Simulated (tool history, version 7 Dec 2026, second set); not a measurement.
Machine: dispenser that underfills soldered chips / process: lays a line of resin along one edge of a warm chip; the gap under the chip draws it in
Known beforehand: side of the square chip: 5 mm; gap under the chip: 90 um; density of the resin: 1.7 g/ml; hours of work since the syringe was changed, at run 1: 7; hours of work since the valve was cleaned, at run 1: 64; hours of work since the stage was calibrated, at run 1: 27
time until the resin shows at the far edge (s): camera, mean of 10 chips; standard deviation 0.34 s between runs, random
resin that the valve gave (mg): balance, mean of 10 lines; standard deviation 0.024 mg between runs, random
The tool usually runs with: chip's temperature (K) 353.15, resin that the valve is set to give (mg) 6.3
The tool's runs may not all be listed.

run,hour,chip's temperature (K),resin that the valve is set to give (mg),hours of work since the syringe was changed,hours of work since the valve was cleaned,hours of work since the stage was calibrated,time until the resin shows at the far edge (s),resin that the valve gave (mg)
1,0,353.15,6.3,7,64,27,20.3,6.07
# hour 2.9: new syringe of resin
# hour 5.5: dispensing valve cleaned and set on the balance
2,6.1,353.15,5.96,1,0,30,17.9,5.97
3,8.4,353.15,6.3,3,2,31,17.5,6.3
4,13.5,353.15,6.3,6,5,34,19.9,6.3
# hour 17.9: new syringe of resin
5,18.5,353.15,6.24,0,8,37,16.4,6.19
6,21.9,353.15,6.3,3,10,40,17.6,6.24
7,25.9,353.15,6.3,5,13,42,19.1,6.29
8,29.3,363.15,6.3,7,15,44,14.6,6.24
# hour 32.1: new syringe of resin
9,34.6,363.15,6.3,2,18,47,12.6,6.21
10,39.6,340.15,6.3,5,21,50,28.1,6.24
11,42.3,353.15,6.3,6,23,52,19.4,6.21
# hour 46.1: new syringe of resin
12,47.2,360.15,6.3,1,26,55,13,6.19
13,50.4,339.15,6.3,3,28,57,27.1,6.17
14,54.1,353.15,6.3,5,30,59,18.8,6.2
15,59.2,358.15,6.3,8,33,63,18,6.16
# hour 60.3: new syringe of resin
16,63.7,358.15,6.3,2,36,65,14.7,6.15
17,69.1,350.15,7.22,6,39,69,21.8,7.04
18,73,357.15,7.22,8,42,71,18.4,7.07
# hour 74.2: new syringe of resin
19,77.8,348.15,8.04,2,45,74,20.8,7.8
20,80.5,367.15,6.23,4,46,76,11.7,6.1
21,83.7,340.15,5.51,6,48,78,30.9,5.35
22,87.1,351.15,6.79,8,50,80,23,6.59
# hour 88.3: new syringe of resin
23,90.8,339.15,6.42,2,53,82,27.3,6.25
24,96,339.15,8.06,5,56,85,30,7.8
25,101.3,339.15,8.06,8,59,89,32.7,7.77
# hour 102.3: new syringe of resin
26,105.2,359.15,6.48,2,62,91,14.4,6.24
27,109.3,351.15,7.99,4,64,93,19.7,7.66
# hour 114.4: dispensing valve cleaned and set on the balance
28,114.7,353.15,6.65,7,0,96,20.6,6.65
# hour 117.3: new syringe of resin
29,118.3,353.15,6.65,1,2,98,16.8,6.63
30,121.5,348.15,5.45,3,4,100,21.2,5.4

Entry by entry between the runs, the difference in hidden state between the last listed run before and the first listed run after:
Logged between run 1 and run 2: new syringe of resin (hour 2.9); dispensing valve cleaned and set on the balance (hour 5.5)
  resin's viscosity, % of fresh resin's: 123.5 -> 105.4; dose that the valve gives, % of what is set: 96.13 -> 99.83; true chip temperature over the reading, C: 0.04 -> 0.03
  what was measured, less what the result would be without the hidden state, time until the resin shows at the far edge (s): +3.9 -> +0.9; resin that the valve gave (mg): -0.24 -> -0.01
Logged between run 4 and run 5: new syringe of resin (hour 17.9)
  resin's viscosity, % of fresh resin's: 122.3 -> 100.4; dose that the valve gives, % of what is set: 99.59 -> 99.43; true chip temperature over the reading, C: 0.01 -> 0
  what was measured, less what the result would be without the hidden state, time until the resin shows at the far edge (s): +3.6 -> +0.1; resin that the valve gave (mg): -0.02 -> -0.04
Logged between run 8 and run 9: new syringe of resin (hour 32.1)
  resin's viscosity, % of fresh resin's: 124.7 -> 104; dose that the valve gives, % of what is set: 99.06 -> 98.89; true chip temperature over the reading, C: -0.03 -> -0.04
  what was measured, less what the result would be without the hidden state, time until the resin shows at the far edge (s): +2.9 -> +0.5; resin that the valve gave (mg): -0.06 -> -0.07
Logged between run 11 and run 12: new syringe of resin (hour 46.1)
  resin's viscosity, % of fresh resin's: 121.4 -> 102.1; dose that the valve gives, % of what is set: 98.61 -> 98.45; true chip temperature over the reading, C: -0.06 -> -0.07
  what was measured, less what the result would be without the hidden state, time until the resin shows at the far edge (s): +3.5 -> +0.4; resin that the valve gave (mg): -0.09 -> -0.1
Logged between run 15 and run 16: new syringe of resin (hour 60.3)
  resin's viscosity, % of fresh resin's: 129.8 -> 108.9; dose that the valve gives, % of what is set: 98.03 -> 97.87; true chip temperature over the reading, C: -0.1 -> -0.11
  what was measured, less what the result would be without the hidden state, time until the resin shows at the far edge (s): +4.2 -> +1.3; resin that the valve gave (mg): -0.13 -> -0.13
Logged between run 18 and run 19: new syringe of resin (hour 74.2)
  resin's viscosity, % of fresh resin's: 131.4 -> 109.2; dose that the valve gives, % of what is set: 97.57 -> 97.41; true chip temperature over the reading, C: -0.14 -> -0.15
  what was measured, less what the result would be without the hidden state, time until the resin shows at the far edge (s): +4.5 -> +1.9; resin that the valve gave (mg): -0.18 -> -0.21
Logged between run 22 and run 23: new syringe of resin (hour 88.3)
  resin's viscosity, % of fresh resin's: 131.6 -> 105.6; dose that the valve gives, % of what is set: 97.11 -> 96.99; true chip temperature over the reading, C: -0.18 -> -0.19
  what was measured, less what the result would be without the hidden state, time until the resin shows at the far edge (s): +5.6 -> +1.7; resin that the valve gave (mg): -0.2 -> -0.19
Logged between run 25 and run 26: new syringe of resin (hour 102.3)
  resin's viscosity, % of fresh resin's: 130.3 -> 107.4; dose that the valve gives, % of what is set: 96.63 -> 96.51; true chip temperature over the reading, C: -0.21 -> -0.22
  what was measured, less what the result would be without the hidden state, time until the resin shows at the far edge (s): +7.8 -> +1.1; resin that the valve gave (mg): -0.27 -> -0.23
Logged between run 27 and run 28: dispensing valve cleaned and set on the balance (hour 114.4)
  resin's viscosity, % of fresh resin's: 116.5 -> 127.5; dose that the valve gives, % of what is set: 96.37 -> 99.89; true chip temperature over the reading, C: -0.23 -> -0.24
  what was measured, less what the result would be without the hidden state, time until the resin shows at the far edge (s): +3 -> +4.5; resin that the valve gave (mg): -0.29 -> -0.01
Logged between run 28 and run 29: new syringe of resin (hour 117.3)
  resin's viscosity, % of fresh resin's: 127.5 -> 102.7; dose that the valve gives, % of what is set: 99.89 -> 99.78; true chip temperature over the reading, C: -0.24 -> -0.25
  what was measured, less what the result would be without the hidden state, time until the resin shows at the far edge (s): +4.5 -> +0.6; resin that the valve gave (mg): -0.01 -> -0.02

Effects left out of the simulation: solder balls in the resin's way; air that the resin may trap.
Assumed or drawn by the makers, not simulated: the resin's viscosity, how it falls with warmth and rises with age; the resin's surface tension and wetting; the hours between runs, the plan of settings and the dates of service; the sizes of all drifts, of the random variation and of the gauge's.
